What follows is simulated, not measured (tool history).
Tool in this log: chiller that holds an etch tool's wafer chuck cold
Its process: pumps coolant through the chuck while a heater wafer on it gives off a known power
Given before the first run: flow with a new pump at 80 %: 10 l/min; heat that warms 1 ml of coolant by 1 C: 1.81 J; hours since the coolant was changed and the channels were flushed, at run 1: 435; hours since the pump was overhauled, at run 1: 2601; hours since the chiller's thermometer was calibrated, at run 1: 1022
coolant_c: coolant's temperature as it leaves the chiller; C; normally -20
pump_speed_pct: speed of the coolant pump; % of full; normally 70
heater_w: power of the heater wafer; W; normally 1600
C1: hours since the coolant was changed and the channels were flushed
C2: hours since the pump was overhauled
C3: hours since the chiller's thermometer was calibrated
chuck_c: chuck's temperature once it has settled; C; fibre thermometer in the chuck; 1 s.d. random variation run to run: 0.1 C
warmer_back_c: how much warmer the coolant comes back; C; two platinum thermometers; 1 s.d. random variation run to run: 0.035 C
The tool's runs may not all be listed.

{"run": 1, "hour": 0.0, "coolant_c": -20, "pump_speed_pct": 70, "heater_w": 1600, "C1": 435, "C2": 2601, "C3": 1022, "chuck_c": -5.0, "warmer_back_c": 6.68}
{"run": 2, "hour": 48.8, "coolant_c": -20, "pump_speed_pct": 98, "heater_w": 1600, "C1": 484, "C2": 2650, "C3": 1070, "chuck_c": -8.5, "warmer_back_c": 4.56}
{"run": 3, "hour": 91.1, "coolant_c": -20, "pump_speed_pct": 98, "heater_w": 1600, "C1": 526, "C2": 2692, "C3": 1113, "chuck_c": -8.4, "warmer_back_c": 4.63}
{"run": 4, "hour": 156.2, "coolant_c": -20, "pump_speed_pct": 98, "heater_w": 1600, "C1": 591, "C2": 2757, "C3": 1178, "chuck_c": -8.4, "warmer_back_c": 4.58}
{"run": 5, "hour": 208.0, "coolant_c": -20, "pump_speed_pct": 98, "heater_w": 2194, "C1": 643, "C2": 2809, "C3": 1230, "chuck_c": -4.0, "warmer_back_c": 6.27}
{"run": 6, "hour": 253.3, "coolant_c": -20, "pump_speed_pct": 98, "heater_w": 2194, "C1": 689, "C2": 2854, "C3": 1275, "chuck_c": -4.0, "warmer_back_c": 6.32}
{"run": 7, "hour": 291.3, "coolant_c": -20, "pump_speed_pct": 98, "heater_w": 2194, "C1": 727, "C2": 2892, "C3": 1313, "chuck_c": -4.0, "warmer_back_c": 6.27}
{"run": 8, "hour": 337.2, "coolant_c": -20, "pump_speed_pct": 98, "heater_w": 2194, "C1": 772, "C2": 2938, "C3": 1359, "chuck_c": -4.1, "warmer_back_c": 6.38}
{"run": 9, "hour": 370.6, "coolant_c": -19, "pump_speed_pct": 70, "heater_w": 1600, "C1": 806, "C2": 2972, "C3": 1392, "chuck_c": -3.6, "warmer_back_c": 6.75}
{"run": 10, "hour": 422.9, "coolant_c": -20, "pump_speed_pct": 70, "heater_w": 1007, "C1": 858, "C2": 3024, "C3": 1445, "chuck_c": -10.3, "warmer_back_c": 4.29}
{"run": 11, "hour": 466.6, "coolant_c": -20, "pump_speed_pct": 61, "heater_w": 1007, "C1": 902, "C2": 3068, "C3": 1488, "chuck_c": -9.0, "warmer_back_c": 4.99}
{"run": 12, "hour": 515.1, "coolant_c": -20, "pump_speed_pct": 70, "heater_w": 1479, "C1": 950, "C2": 3116, "C3": 1537, "chuck_c": -5.8, "warmer_back_c": 6.29}
{"run": 13, "hour": 544.5, "coolant_c": -20, "pump_speed_pct": 70, "heater_w": 1600, "C1": 980, "C2": 3146, "C3": 1566, "chuck_c": -4.4, "warmer_back_c": 6.83}
{"run": 14, "hour": 594.4, "coolant_c": -20, "pump_speed_pct": 70, "heater_w": 1600, "C1": 1030, "C2": 3195, "C3": 1616, "chuck_c": -4.4, "warmer_back_c": 6.83}
{"run": 15, "hour": 654.3, "coolant_c": -20, "pump_speed_pct": 70, "heater_w": 1600, "C1": 1090, "C2": 3255, "C3": 1676, "chuck_c": -4.4, "warmer_back_c": 6.84}
{"run": 16, "hour": 700.4, "coolant_c": -20, "pump_speed_pct": 70, "heater_w": 1600, "C1": 1136, "C2": 3301, "C3": 1722, "chuck_c": -4.4, "warmer_back_c": 6.84}
{"run": 17, "hour": 730.4, "coolant_c": -20, "pump_speed_pct": 70, "heater_w": 1600, "C1": 1166, "C2": 3331, "C3": 1752, "chuck_c": -4.4, "warmer_back_c": 6.84}
{"run": 18, "hour": 786.0, "coolant_c": -20, "pump_speed_pct": 85, "heater_w": 1326, "C1": 1221, "C2": 3387, "C3": 1808, "chuck_c": -8.9, "warmer_back_c": 4.55}
{"run": 19, "hour": 825.4, "coolant_c": -21, "pump_speed_pct": 66, "heater_w": 1445, "C1": 1261, "C2": 3426, "C3": 1847, "chuck_c": -6.2, "warmer_back_c": 6.66}
{"run": 20, "hour": 854.8, "coolant_c": -21, "pump_speed_pct": 66, "heater_w": 1445, "C1": 1290, "C2": 3456, "C3": 1876, "chuck_c": -6.1, "warmer_back_c": 6.66}
{"run": 21, "hour": 918.7, "coolant_c": -20, "pump_speed_pct": 85, "heater_w": 830, "C1": 1354, "C2": 3520, "C3": 1940, "chuck_c": -13.0, "warmer_back_c": 2.89}
{"run": 22, "hour": 947.5, "coolant_c": -16, "pump_speed_pct": 87, "heater_w": 1648, "C1": 1383, "C2": 3548, "C3": 1969, "chuck_c": -2.4, "warmer_back_c": 5.54}
{"run": 23, "hour": 991.1, "coolant_c": -20, "pump_speed_pct": 98, "heater_w": 1600, "C1": 1426, "C2": 3592, "C3": 2013, "chuck_c": -8.0, "warmer_back_c": 4.71}
{"hour": 1003.7, "done": "chiller's thermometer calibrated"}
{"run": 24, "hour": 1053.3, "coolant_c": -20, "pump_speed_pct": 98, "heater_w": 1600, "C1": 1488, "C2": 3653, "C3": 50, "chuck_c": -7.8, "warmer_back_c": 4.76}
{"run": 25, "hour": 1103.0, "coolant_c": -20, "pump_speed_pct": 83, "heater_w": 1571, "C1": 1537, "C2": 3703, "C3": 99, "chuck_c": -6.3, "warmer_back_c": 5.61}
{"run": 26, "hour": 1157.9, "coolant_c": -20, "pump_speed_pct": 89, "heater_w": 1620, "C1": 1592, "C2": 3758, "C3": 154, "chuck_c": -6.5, "warmer_back_c": 5.37}
{"run": 27, "hour": 1196.3, "coolant_c": -20, "pump_speed_pct": 95, "heater_w": 1600, "C1": 1631, "C2": 3796, "C3": 193, "chuck_c": -7.2, "warmer_back_c": 4.92}
{"run": 28, "hour": 1236.2, "coolant_c": -20, "pump_speed_pct": 95, "heater_w": 1600, "C1": 1671, "C2": 3836, "C3": 233, "chuck_c": -7.4, "warmer_back_c": 4.92}
{"run": 29, "hour": 1288.9, "coolant_c": -20, "pump_speed_pct": 95, "heater_w": 1600, "C1": 1723, "C2": 3889, "C3": 285, "chuck_c": -7.1, "warmer_back_c": 4.93}
{"run": 30, "hour": 1336.5, "coolant_c": -20, "pump_speed_pct": 95, "heater_w": 1600, "C1": 1771, "C2": 3937, "C3": 333, "chuck_c": -7.4, "warmer_back_c": 4.99}
{"run": 31, "hour": 1365.8, "coolant_c": -14, "pump_speed_pct": 96, "heater_w": 1509, "C1": 1800, "C2": 3966, "C3": 362, "chuck_c": -2.2, "warmer_back_c": 4.68}

4 options for the next run, each taken on its own from the tool as it stands now. Forecast them:
{"run": "A", "hour": 1394.4, "coolant_c": -23, "pump_speed_pct": 96, "heater_w": 1509, "C1": 1829, "C2": 3994, "C3": 391, "chuck_c": "?", "warmer_back_c": "?"}
{"run": "B", "hour": 1394.4, "coolant_c": -20, "pump_speed_pct": 88, "heater_w": 2078, "C1": 1829, "C2": 3994, "C3": 391, "chuck_c": "?", "warmer_back_c": "?"}
{"run": "C", "hour": 1394.4, "coolant_c": -28, "pump_speed_pct": 70, "heater_w": 1033, "C1": 1829, "C2": 3994, "C3": 391, "chuck_c": "?", "warmer_back_c": "?"}
{"run": "D", "hour": 1394.4, "coolant_c": -20, "pump_speed_pct": 82, "heater_w": 1600, "C1": 1829, "C2": 3994, "C3": 391, "chuck_c": "?", "warmer_back_c": "?"}

run=A chuck_c=-11.0 warmer_back_c=4.64
run=B chuck_c=-2.4 warmer_back_c=7.03
run=C chuck_c=-17.6 warmer_back_c=4.60
run=D chuck_c=-5.7 warmer_back_c=5.92
Had the tool no hidden state, the same runs would have come out as:
run=A chuck_c=-12.7 warmer_back_c=4.08
run=B chuck_c=-4.9 warmer_back_c=6.18
run=C chuck_c=-19.1 warmer_back_c=4.06
run=D chuck_c=-7.7 warmer_back_c=5.21

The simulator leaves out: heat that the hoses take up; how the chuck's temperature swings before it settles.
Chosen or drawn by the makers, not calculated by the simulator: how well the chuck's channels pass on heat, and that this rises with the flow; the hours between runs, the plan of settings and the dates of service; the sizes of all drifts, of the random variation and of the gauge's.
